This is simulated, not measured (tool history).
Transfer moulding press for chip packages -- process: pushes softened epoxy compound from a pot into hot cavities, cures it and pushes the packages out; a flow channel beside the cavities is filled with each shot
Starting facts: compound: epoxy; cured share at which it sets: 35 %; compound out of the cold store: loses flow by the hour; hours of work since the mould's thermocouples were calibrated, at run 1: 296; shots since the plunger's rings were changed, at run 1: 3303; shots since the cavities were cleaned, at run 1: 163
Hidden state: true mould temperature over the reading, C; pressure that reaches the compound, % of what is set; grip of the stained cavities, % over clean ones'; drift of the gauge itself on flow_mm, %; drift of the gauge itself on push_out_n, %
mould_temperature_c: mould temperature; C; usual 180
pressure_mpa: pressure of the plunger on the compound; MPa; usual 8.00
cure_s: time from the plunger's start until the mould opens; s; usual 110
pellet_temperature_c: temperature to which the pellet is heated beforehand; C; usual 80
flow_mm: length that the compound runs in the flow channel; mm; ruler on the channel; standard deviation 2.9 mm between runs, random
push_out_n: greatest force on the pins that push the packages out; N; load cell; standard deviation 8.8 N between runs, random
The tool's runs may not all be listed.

| run | hour | mould_temperature_c | pressure_mpa | cure_s | pellet_temperature_c | hours of work since the mould's thermocouples were calibrated | shots since the plunger's rings were changed | shots since the cavities were cleaned | incoming compound's hours out of the cold store | flow_mm | push_out_n |
|---|---|---|---|---|---|---|---|---|---|---|---|
| 1 | 0.0 | 180 | 8.00 | 110 | 80 | 296 | 3303 | 163 | 28.6 | 740 | 394 |
| 2 | 28.8 | 180 | 8.00 | 110 | 80 | 311 | 3562 | 422 | 35.7 | 719 | 386 |
| 3 | 45.9 | 180 | 8.00 | 110 | 80 | 320 | 3715 | 575 | 16.7 | 772 | 405 |
| 4 | 70.1 | 180 | 8.00 | 110 | 80 | 333 | 3932 | 792 | 13.7 | 782 | 407 |
| 5 | 89.8 | 180 | 8.00 | 110 | 80 | 343 | 4109 | 969 | 14.1 | 779 | 408 |
|  | 105.3 | cavities cleaned with cleaning compound and waxed |
|  | 112.6 | plunger's sealing rings changed |
| 6 | 123.2 | 180 | 8.00 | 103 | 80 | 359 | 94 | 138 | 43.0 | 702 | 392 |
| 7 | 143.7 | 180 | 8.00 | 103 | 80 | 370 | 279 | 323 | 23.5 | 752 | 419 |
| 8 | 167.6 | 180 | 8.00 | 103 | 80 | 382 | 494 | 538 | 22.5 | 753 | 405 |
| 9 | 181.7 | 180 | 8.00 | 103 | 80 | 390 | 620 | 664 | 12.8 | 786 | 413 |
| 10 | 201.7 | 180 | 8.00 | 103 | 80 | 400 | 800 | 844 | 41.1 | 700 | 422 |
| 11 | 221.3 | 180 | 8.00 | 103 | 80 | 411 | 976 | 1020 | 9.9 | 795 | 442 |
|  | 232.3 | cavities cleaned with cleaning compound and waxed |
| 12 | 250.8 | 174 | 8.00 | 127 | 80 | 426 | 1227 | 166 | 33.2 | 744 | 392 |
| 13 | 277.5 | 184 | 6.12 | 95 | 85 | 440 | 1467 | 406 | 12.0 | 682 | 402 |
| 14 | 303.9 | 184 | 6.12 | 100 | 85 | 454 | 1704 | 643 | 8.9 | 687 | 397 |
| 15 | 316.2 | 184 | 6.12 | 100 | 71 | 460 | 1814 | 753 | 31.2 | 636 | 384 |
| 16 | 339.1 | 184 | 6.12 | 100 | 71 | 472 | 2020 | 959 | 18.8 | 660 | 389 |

Predict each of these 4 candidate next runs independently; none follows another, all start after run 16:
|  | 356.0 | cavities cleaned with cleaning compound and waxed |
| A | 361.4 | 180 | 8.00 | 148 | 75 | 483 | 2207 | 49 | 10.6 | ? | ? |
|  | 356.0 | cavities cleaned with cleaning compound and waxed |
| B | 361.4 | 180 | 8.00 | 93 | 80 | 483 | 2207 | 49 | 19.8 | ? | ? |
|  | 356.0 | cavities cleaned with cleaning compound and waxed |
| C | 361.4 | 180 | 6.24 | 125 | 80 | 483 | 2207 | 49 | 33.6 | ? | ? |
|  | 356.0 | cavities cleaned with cleaning compound and waxed |
| D | 361.4 | 184 | 9.50 | 110 | 80 | 483 | 2207 | 49 | 34.9 | ? | ? |

| run | flow_mm | push_out_n |
|---|---|---|
| A | 789 | 357 |
| B | 767 | 484 |
| C | 638 | 352 |
| D | 778 | 358 |
With the hidden condition removed and each run's random variation left untouched, the same runs would have given:
| run | flow_mm | push_out_n |
|---|---|---|
| A | 789 | 356 |
| B | 767 | 483 |
| C | 638 | 352 |
| D | 778 | 357 |
